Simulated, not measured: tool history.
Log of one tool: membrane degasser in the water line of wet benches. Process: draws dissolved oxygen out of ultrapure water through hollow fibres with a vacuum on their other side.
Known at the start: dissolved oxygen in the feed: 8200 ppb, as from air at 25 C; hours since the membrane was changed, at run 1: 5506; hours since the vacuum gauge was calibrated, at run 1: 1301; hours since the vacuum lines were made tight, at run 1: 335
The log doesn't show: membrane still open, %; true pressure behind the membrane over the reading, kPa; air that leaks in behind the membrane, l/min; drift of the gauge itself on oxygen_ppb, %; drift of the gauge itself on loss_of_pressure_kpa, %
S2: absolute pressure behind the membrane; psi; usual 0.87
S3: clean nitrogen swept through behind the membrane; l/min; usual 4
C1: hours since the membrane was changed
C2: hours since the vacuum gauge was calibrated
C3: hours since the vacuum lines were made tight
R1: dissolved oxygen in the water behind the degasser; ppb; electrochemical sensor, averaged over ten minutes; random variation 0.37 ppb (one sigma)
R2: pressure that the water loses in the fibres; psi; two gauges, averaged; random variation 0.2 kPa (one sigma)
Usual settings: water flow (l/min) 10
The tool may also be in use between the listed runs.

Run 1, hour 0: usual settings; C1 5506; C2 1301; C3 335. Result: R1 22.5 ppb, R2 6.473 psi.
Run 2, hour 152.6: usual settings; C1 5659; C2 1454; C3 487. Result: R1 22.5 ppb, R2 6.488 psi.
Run 3, hour 277.7: usual settings; C1 5784; C2 1579; C3 612. Result: R1 23.1 ppb, R2 6.483 psi.
Run 4, hour 488.1: usual settings; C1 5994; C2 1789; C3 823. Result: R1 23.4 ppb, R2 6.503 psi.
Run 5, hour 673.2: usual settings; C1 6179; C2 1974; C3 1008. Result: R1 22.8 ppb, R2 6.534 psi.
Run 6, hour 799.6: usual settings but water flow (l/min) 8; C1 6306; C2 2101; C3 1134. Result: R1 14.9 ppb, R2 5.203 psi.
Run 7, hour 923.2: usual settings but water flow (l/min) 13; C1 6429; C2 2224; C3 1258. Result: R1 47.3 ppb, R2 8.456 psi.
Run 8, hour 1050.7: usual settings but water flow (l/min) 13, S2 0.625 psi, S3 1.94 l/min; C1 6557; C2 2352; C3 1385. Result: R1 42.7 ppb, R2 8.435 psi.
Run 9, hour 1156.5: usual settings but water flow (l/min) 11, S3 5.43 l/min; C1 6663; C2 2458; C3 1491. Result: R1 24.8 ppb, R2 7.198 psi.
Run 10, hour 1369.2: usual settings but water flow (l/min) 7, S2 1.008 psi, S3 1.74 l/min; C1 6875; C2 2670; C3 1704. Result: R1 38.3 ppb, R2 4.567 psi.
Run 11, hour 1468.4: usual settings but water flow (l/min) 8, S2 1.008 psi, S3 1.74 l/min; C1 6975; C2 2770; C3 1803. Result: R1 44.8 ppb, R2 5.245 psi.
Run 12, hour 1635.7: usual settings but water flow (l/min) 9, S2 0.542 psi, S3 4.74 l/min; C1 7142; C2 2937; C3 1970. Result: R1 5.5 ppb, R2 5.868 psi.
Run 13, hour 1845.5: usual settings but water flow (l/min) 7, S2 1.347 psi, S3 5.65 l/min; C1 7352; C2 3147; C3 2180. Result: R1 19.5 ppb, R2 4.666 psi.
Run 14, hour 1992: usual settings but water flow (l/min) 7, S2 1.347 psi, S3 5.65 l/min; C1 7498; C2 3293; C3 2327. Result: R1 20.1 ppb, R2 4.605 psi.

Forecast each of these 3 alternatives for the next run:
Run A, hour 2173.6: usual settings but water flow (l/min) 8, S2 1.588 psi, S3 5.65 l/min; C1 7680; C2 3475; C3 2508. Result: R1 ?, R2 ?.
Run B, hour 2173.6: usual settings but water flow (l/min) 7, S2 0.727 psi, S3 4.46 l/min; C1 7680; C2 3475; C3 2508. Result: R1 ?, R2 ?.
Run C, hour 2173.6: usual settings but water flow (l/min) 7, S2 0.759 psi, S3 9.4 l/min; C1 7680; C2 3475; C3 2508. Result: R1 ?, R2 ?.

run    R1     R2
  A  30.2  5.268
  B   8.4   4.58
  C   4.5  4.596
Without the tool's hidden state the same runs would have given:
run    R1     R2
  A  28.9  4.934
  B   7.9  4.292
  C   4.1  4.305
